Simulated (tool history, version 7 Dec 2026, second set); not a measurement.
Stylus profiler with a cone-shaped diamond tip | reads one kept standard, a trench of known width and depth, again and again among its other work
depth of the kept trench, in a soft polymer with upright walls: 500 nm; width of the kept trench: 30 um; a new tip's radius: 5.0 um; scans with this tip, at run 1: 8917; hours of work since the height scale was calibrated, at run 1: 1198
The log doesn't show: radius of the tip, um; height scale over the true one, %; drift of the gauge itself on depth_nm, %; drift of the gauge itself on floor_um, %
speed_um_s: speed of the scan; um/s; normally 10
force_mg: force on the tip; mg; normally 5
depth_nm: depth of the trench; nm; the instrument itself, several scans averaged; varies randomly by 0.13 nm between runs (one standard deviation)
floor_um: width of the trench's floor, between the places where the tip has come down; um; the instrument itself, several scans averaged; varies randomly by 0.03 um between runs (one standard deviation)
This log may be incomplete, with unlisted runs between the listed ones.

run	hour	speed_um_s	force_mg	scans with this tip	hours of work since the height scale was calibrated	depth_nm	floor_um
1	0	10	5	8917	1198	510.9	24.5
2	79.5	10	4.78	9257	1243	510.31	24.51
3	129.4	10	5	9471	1272	510.41	24.46
4	210	10	9.32	9816	1318	516.61	24.52
5	257.3	10	9.32	10019	1346	516.71	24.46
6	333.8	10	9.32	10346	1390	516.52	24.4
7	402.6	10	2.84	10641	1429	506.32	24.4
# hour 408.3: height scale calibrated on a step standard
8	449.1	22	5.33	10838	24	510.17	24.36
9	504.9	32	5.8	11077	56	510.99	24.31
10	590.2	32	5.8	11442	105	511.12	24.27
11	674.6	13	2.69	11803	153	505.41	24.24

Each row is a separate what-if for the run after 11, all from the same tool condition, not one after another. Results?
A	760.2	7	2.69	12170	202	?	?
B	760.2	12	5	12170	202	?	?
C	760.2	3	2.69	12170	202	?	?
D	760.2	5	2.21	12170	202	?	?

run	depth_nm	floor_um
A	505.48	24.24
B	509.41	24.29
C	505.45	24.24
D	504.31	24.27
With the hidden condition removed and each run's random variation left untouched, the same runs would have given:
run	depth_nm	floor_um
A	508.04	25.6
B	511.99	25.65
C	508.02	25.6
D	506.88	25.63
